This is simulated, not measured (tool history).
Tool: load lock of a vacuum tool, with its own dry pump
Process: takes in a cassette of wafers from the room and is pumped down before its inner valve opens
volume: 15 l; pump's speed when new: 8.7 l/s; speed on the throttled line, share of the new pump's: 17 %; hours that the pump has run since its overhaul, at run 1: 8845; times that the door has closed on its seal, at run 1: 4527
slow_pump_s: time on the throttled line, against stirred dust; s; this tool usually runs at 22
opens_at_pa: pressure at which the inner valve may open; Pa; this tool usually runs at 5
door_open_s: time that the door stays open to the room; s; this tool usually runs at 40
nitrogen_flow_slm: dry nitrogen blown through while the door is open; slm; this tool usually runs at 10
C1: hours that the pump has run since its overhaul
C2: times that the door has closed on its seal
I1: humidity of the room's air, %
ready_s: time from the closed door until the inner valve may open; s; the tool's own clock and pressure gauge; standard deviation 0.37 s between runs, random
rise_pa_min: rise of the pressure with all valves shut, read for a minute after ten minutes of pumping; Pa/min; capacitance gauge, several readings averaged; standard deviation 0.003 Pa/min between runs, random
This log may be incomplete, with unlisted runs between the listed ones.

Run 1, hour 0: usual settings; C1 8845; C2 4527; I1 46.3. Result: ready_s 36 s, rise_pa_min 0.038 Pa/min.
Run 2, hour 269.9: usual settings; C1 9115; C2 5098; I1 44.4. Result: ready_s 35.7 s, rise_pa_min 0.043 Pa/min.
Run 3, hour 403.9: usual settings; C1 9248; C2 5381; I1 45. Result: ready_s 35.4 s, rise_pa_min 0.039 Pa/min.
Run 4, hour 639.6: usual settings; C1 9484; C2 5879; I1 40.9. Result: ready_s 35.3 s, rise_pa_min 0.041 Pa/min.
Run 5, hour 803.3: usual settings; C1 9648; C2 6225; I1 48. Result: ready_s 34.9 s, rise_pa_min 0.041 Pa/min.
Run 6, hour 1042.6: usual settings; C1 9887; C2 6730; I1 46.7. Result: ready_s 35.6 s, rise_pa_min 0.042 Pa/min.
Run 7, hour 1282.9: usual settings; C1 10128; C2 7238; I1 44.9. Result: ready_s 36.3 s, rise_pa_min 0.043 Pa/min.
Run 8, hour 1473.2: usual settings but door_open_s 60 s; C1 10318; C2 7640; I1 43.2. Result: ready_s 36.1 s, rise_pa_min 0.04 Pa/min.
Run 9, hour 1719.7: usual settings but door_open_s 60 s; C1 10564; C2 8161; I1 47.2. Result: ready_s 35.8 s, rise_pa_min 0.047 Pa/min.
Run 10, hour 1936.1: usual settings; C1 10781; C2 8618; I1 43.8. Result: ready_s 35.6 s, rise_pa_min 0.039 Pa/min.
Run 11, hour 2107.4: usual settings; C1 10952; C2 8980; I1 46.4. Result: ready_s 35.7 s, rise_pa_min 0.036 Pa/min.
Run 12, hour 2311.6: usual settings; C1 11156; C2 9411; I1 47.8. Result: ready_s 35.9 s, rise_pa_min 0.039 Pa/min.
Run 13, hour 2549.8: usual settings; C1 11394; C2 9915; I1 47.1. Result: ready_s 36 s, rise_pa_min 0.042 Pa/min.
Run 14, hour 2705.5: usual settings; C1 11550; C2 10244; I1 42.4. Result: ready_s 36.1 s, rise_pa_min 0.038 Pa/min.
Run 15, hour 2898.6: usual settings; C1 11743; C2 10651; I1 46.3. Result: ready_s 35.9 s, rise_pa_min 0.042 Pa/min.
Run 16, hour 3155.1: usual settings; C1 12000; C2 11193; I1 45. Result: ready_s 36 s, rise_pa_min 0.036 Pa/min.
Run 17, hour 3420.8: usual settings; C1 12265; C2 11755; I1 48.2. Result: ready_s 35.5 s, rise_pa_min 0.045 Pa/min.
Run 18, hour 3587.8: usual settings; C1 12432; C2 12108; I1 44.5. Result: ready_s 35.4 s, rise_pa_min 0.042 Pa/min.
Run 19, hour 3782.5: usual settings; C1 12627; C2 12519; I1 46.3. Result: ready_s 36 s, rise_pa_min 0.039 Pa/min.
Run 20, hour 4053.6: usual settings but slow_pump_s 16 s; C1 12898; C2 13092; I1 44.9. Result: ready_s 30.6 s, rise_pa_min 0.04 Pa/min.
Run 21, hour 4204: usual settings but slow_pump_s 14 s, opens_at_pa 7 Pa, door_open_s 157 s, nitrogen_flow_slm 13 slm; C1 13049; C2 13410; I1 43.8. Result: ready_s 28.2 s, rise_pa_min 0.052 Pa/min.
Run 22, hour 4431.8: usual settings but slow_pump_s 14 s, opens_at_pa 8 Pa, door_open_s 157 s, nitrogen_flow_slm 13 slm; C1 13276; C2 13891; I1 47.6. Result: ready_s 28.7 s, rise_pa_min 0.057 Pa/min.
Run 23, hour 4680: usual settings but slow_pump_s 42 s, opens_at_pa 6 Pa, door_open_s 47 s, nitrogen_flow_slm 16 slm; C1 13525; C2 14415; I1 46.4. Result: ready_s 51.9 s, rise_pa_min 0.041 Pa/min.
Run 24, hour 4943.2: usual settings but slow_pump_s 42 s, opens_at_pa 4 Pa, door_open_s 120 s, nitrogen_flow_slm 16 slm; C1 13788; C2 14971; I1 45.7. Result: ready_s 53.1 s, rise_pa_min 0.054 Pa/min.
Run 25, hour 5223.6: usual settings but slow_pump_s 17 s, opens_at_pa 9 Pa, door_open_s 33 s, nitrogen_flow_slm 34 slm; C1 14068; C2 15564; I1 43.5. Result: ready_s 31.2 s, rise_pa_min 0.024 Pa/min.
Run 26, hour 5502: usual settings but door_open_s 71 s, nitrogen_flow_slm 7 slm; C1 14347; C2 16152; I1 45. Result: ready_s 35.9 s, rise_pa_min 0.053 Pa/min.
Run 27, hour 5624.1: usual settings but opens_at_pa 8 Pa, door_open_s 29 s; C1 14469; C2 16410; I1 46.5. Result: ready_s 35.4 s, rise_pa_min 0.041 Pa/min.
Run 28, hour 5809.8: usual settings but opens_at_pa 8 Pa, door_open_s 29 s; C1 14654; C2 16802; I1 42.6. Result: ready_s 34.5 s, rise_pa_min 0.032 Pa/min.
Run 29, hour 5983.5: usual settings but slow_pump_s 33 s, opens_at_pa 6 Pa, door_open_s 72 s, nitrogen_flow_slm 28 slm; C1 14828; C2 17169; I1 43. Result: ready_s 44.6 s, rise_pa_min 0.032 Pa/min.
Run 30, hour 6253: usual settings but slow_pump_s 41 s, door_open_s 104 s; C1 15098; C2 17739; I1 46. Result: ready_s 51.9 s, rise_pa_min 0.048 Pa/min.
Run 31, hour 6493.7: usual settings but opens_at_pa 9 Pa, door_open_s 51 s; C1 15338; C2 18247; I1 44.1. Result: ready_s 34.3 s, rise_pa_min 0.038 Pa/min.
Run 32, hour 6655: usual settings but door_open_s 86 s; C1 15500; C2 18588; I1 45.7. Result: ready_s 35.6 s, rise_pa_min 0.047 Pa/min.
Run 33, hour 6900.2: usual settings but slow_pump_s 40 s, door_open_s 200 s; C1 15745; C2 19106; I1 44.8. Result: ready_s 50.5 s, rise_pa_min 0.061 Pa/min.
Run 34, hour 7157.8: usual settings but slow_pump_s 40 s, door_open_s 200 s; C1 16002; C2 19650; I1 45.8. Result: ready_s 51.1 s, rise_pa_min 0.059 Pa/min.
Run 35, hour 7320.9: usual settings but slow_pump_s 26 s, opens_at_pa 9 Pa, door_open_s 200 s; C1 16165; C2 19995; I1 48.8. Result: ready_s 37.5 s, rise_pa_min 0.064 Pa/min.
Run 36, hour 7480.2: usual settings but slow_pump_s 26 s, opens_at_pa 9 Pa, door_open_s 200 s; C1 16325; C2 20331; I1 46.5. Result: ready_s 38 s, rise_pa_min 0.062 Pa/min.
Run 37, hour 7675.4: usual settings but slow_pump_s 26 s, opens_at_pa 9 Pa, door_open_s 200 s; C1 16520; C2 20744; I1 43.1. Result: ready_s 38.2 s, rise_pa_min 0.056 Pa/min.
Run 38, hour 7905.6: usual settings but slow_pump_s 26 s, opens_at_pa 9 Pa, door_open_s 200 s; C1 16750; C2 21230; I1 44.5. Result: ready_s 37.5 s, rise_pa_min 0.062 Pa/min.

3 options for the next run, each taken on its own from the tool as it stands now. Forecast them:
Run A, hour 8143.4: usual settings but slow_pump_s 44 s, nitrogen_flow_slm 17 slm; C1 16988; C2 21733; I1 46.2. Result: ready_s ?, rise_pa_min ?.
Run B, hour 8143.4: usual settings but opens_at_pa 10 Pa, door_open_s 53 s, nitrogen_flow_slm 45 slm; C1 16988; C2 21733; I1 45.3. Result: ready_s ?, rise_pa_min ?.
Run C, hour 8143.4: usual settings but slow_pump_s 17 s, opens_at_pa 9 Pa, door_open_s 200 s, nitrogen_flow_slm 15 slm; C1 16988; C2 21733; I1 46.9. Result: ready_s ?, rise_pa_min ?.

run  ready_s  rise_pa_min
  A     53.6        0.038
  B     34.2        0.027
  C     30.5        0.059
Take away the tool's hidden state, keep each run's random variation, and the runs would have read:
run  ready_s  rise_pa_min
  A     53.6        0.038
  B     34.2        0.027
  C     30.5        0.059

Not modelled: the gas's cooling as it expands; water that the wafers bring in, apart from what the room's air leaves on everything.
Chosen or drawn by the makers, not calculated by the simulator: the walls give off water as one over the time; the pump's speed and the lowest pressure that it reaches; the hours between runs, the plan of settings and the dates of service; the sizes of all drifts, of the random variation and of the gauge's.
